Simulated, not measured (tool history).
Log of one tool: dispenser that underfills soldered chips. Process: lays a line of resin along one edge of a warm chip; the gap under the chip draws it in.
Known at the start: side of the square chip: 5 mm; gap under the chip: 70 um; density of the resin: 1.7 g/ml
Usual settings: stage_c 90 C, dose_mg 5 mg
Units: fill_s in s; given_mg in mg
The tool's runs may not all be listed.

Run 1, hour 0: usual settings. Result: fill_s 23.4 s, given_mg 4.87 mg.
At hour 5.6: new syringe of resin.
Run 2, hour 6.6: usual settings. Result: fill_s 19.4 s, given_mg 4.86 mg.
Run 3, hour 13.9: usual settings. Result: fill_s 25.4 s, given_mg 4.87 mg.
At hour 17.3: new syringe of resin.
Run 4, hour 19.7: usual settings but stage_c 82 C. Result: fill_s 27.2 s, given_mg 4.87 mg.
Run 5, hour 26.4: usual settings but stage_c 97 C. Result: fill_s 22.3 s, given_mg 4.85 mg.
At hour 28.9: new syringe of resin.
Run 6, hour 30.5: usual settings but stage_c 97 C. Result: fill_s 16.8 s, given_mg 4.84 mg.
Run 7, hour 37.2: usual settings but stage_c 97 C. Result: fill_s 21.4 s, given_mg 4.82 mg.
At hour 40.5: new syringe of resin.
Run 8, hour 43: usual settings but stage_c 97 C. Result: fill_s 17.6 s, given_mg 4.83 mg.
Run 9, hour 47.9: usual settings. Result: fill_s 25.3 s, given_mg 4.8 mg.
At hour 51.9: new syringe of resin.
Run 10, hour 53.1: usual settings. Result: fill_s 20.2 s, given_mg 4.78 mg.
Run 11, hour 58.4: usual settings but dose_mg 5.24 mg. Result: fill_s 25.7 s, given_mg 5 mg.
At hour 63.5: new syringe of resin.
Run 12, hour 64.5: usual settings but dose_mg 5.24 mg. Result: fill_s 20.2 s, given_mg 5 mg.
Run 13, hour 69.3: usual settings but dose_mg 5.24 mg. Result: fill_s 24 s, given_mg 5.02 mg.
At hour 75.3: new syringe of resin.
Run 14, hour 75.3: usual settings but dose_mg 5.24 mg. Result: fill_s 19.5 s, given_mg 4.99 mg.
Run 15, hour 81.5: usual settings but dose_mg 5.24 mg. Result: fill_s 24.9 s, given_mg 4.96 mg.
Run 16, hour 84.9: usual settings but dose_mg 5.24 mg. Result: fill_s 28.3 s, given_mg 4.97 mg.
At hour 87: new syringe of resin.
Run 17, hour 89.9: usual settings. Result: fill_s 22.1 s, given_mg 4.74 mg.
Run 18, hour 94.6: usual settings. Result: fill_s 26.4 s, given_mg 4.73 mg.
At hour 98.7: new syringe of resin.
Run 19, hour 98.7: usual settings but stage_c 82 C, dose_mg 5.15 mg. Result: fill_s 24.7 s, given_mg 4.87 mg.
Run 20, hour 104.8: usual settings but stage_c 88 C, dose_mg 5.79 mg. Result: fill_s 25.6 s, given_mg 5.44 mg.
Run 21, hour 108.5: usual settings but stage_c 97 C. Result: fill_s 23.4 s, given_mg 4.7 mg.
At hour 110.2: new syringe of resin.
Run 22, hour 112.5: usual settings but stage_c 97 C, dose_mg 6.14 mg. Result: fill_s 17.1 s, given_mg 5.78 mg.
Run 23, hour 116: usual settings but stage_c 86 C, dose_mg 5.1 mg. Result: fill_s 26.7 s, given_mg 4.77 mg.
At hour 121.9: new syringe of resin.
Run 24, hour 122.2: usual settings but stage_c 95 C, dose_mg 6.44 mg. Result: fill_s 16.8 s, given_mg 6.05 mg.
At hour 128.5: dispensing valve cleaned and set on the balance.
Run 25, hour 128.5: usual settings but stage_c 95 C, dose_mg 6.44 mg. Result: fill_s 20.2 s, given_mg 6.46 mg.
Run 26, hour 132.7: usual settings but stage_c 83 C, dose_mg 5.67 mg. Result: fill_s 34.2 s, given_mg 5.65 mg.
At hour 134.7: new syringe of resin.
Run 27, hour 137.3: usual settings but stage_c 81 C, dose_mg 5.3 mg. Result: fill_s 28.4 s, given_mg 5.26 mg.
Run 28, hour 141.4: usual settings but stage_c 82 C, dose_mg 4.48 mg. Result: fill_s 32.1 s, given_mg 4.47 mg.
At hour 146.4: new syringe of resin.
Run 29, hour 146.5: usual settings but stage_c 78 C, dose_mg 4.43 mg. Result: fill_s 28.2 s, given_mg 4.42 mg.
Run 30, hour 151.4: usual settings but stage_c 81 C, dose_mg 6.11 mg. Result: fill_s 30.3 s, given_mg 6.09 mg.
At hour 158.1: new syringe of resin.
Run 31, hour 159.2: usual settings but stage_c 84 C, dose_mg 5.25 mg. Result: fill_s 23.4 s, given_mg 5.18 mg.
Run 32, hour 163: usual settings but stage_c 85 C, dose_mg 4.32 mg. Result: fill_s 27.5 s, given_mg 4.26 mg.
Run 33, hour 168.2: usual settings but stage_c 85 C, dose_mg 4.32 mg. Result: fill_s 32.4 s, given_mg 4.23 mg.
At hour 169.6: new syringe of resin.
Run 34, hour 174: usual settings but stage_c 88 C, dose_mg 5.81 mg. Result: fill_s 23.8 s, given_mg 5.7 mg.
At hour 181.2: new syringe of resin.
Run 35, hour 181.8: usual settings but stage_c 89 C, dose_mg 5.09 mg. Result: fill_s 20 s, given_mg 4.99 mg.

Forecast each of these 5 alternatives for the next run:
Run A, hour 186.1: usual settings but stage_c 82 C, dose_mg 5.27 mg. Result: fill_s ?, given_mg ?.
Run B, hour 186.1: usual settings but dose_mg 6.04 mg. Result: fill_s ?, given_mg ?.
Run C, hour 186.1: usual settings but stage_c 101 C. Result: fill_s ?, given_mg ?.
Run D, hour 186.1: usual settings but dose_mg 4.37 mg. Result: fill_s ?, given_mg ?.
Run E, hour 186.1: usual settings but stage_c 98 C, dose_mg 5.09 mg. Result: fill_s ?, given_mg ?.

run  fill_s  given_mg
  A    29.6      5.12
  B    23.7      5.89
  C      18      4.92
  D      24      4.28
  E    18.3      4.98
Without the tool's hidden state the same runs would have given:
run  fill_s  given_mg
  A    23.7      5.23
  B    19.1      6.02
  C    14.5      5.03
  D    19.2      4.38
  E    14.6      5.09

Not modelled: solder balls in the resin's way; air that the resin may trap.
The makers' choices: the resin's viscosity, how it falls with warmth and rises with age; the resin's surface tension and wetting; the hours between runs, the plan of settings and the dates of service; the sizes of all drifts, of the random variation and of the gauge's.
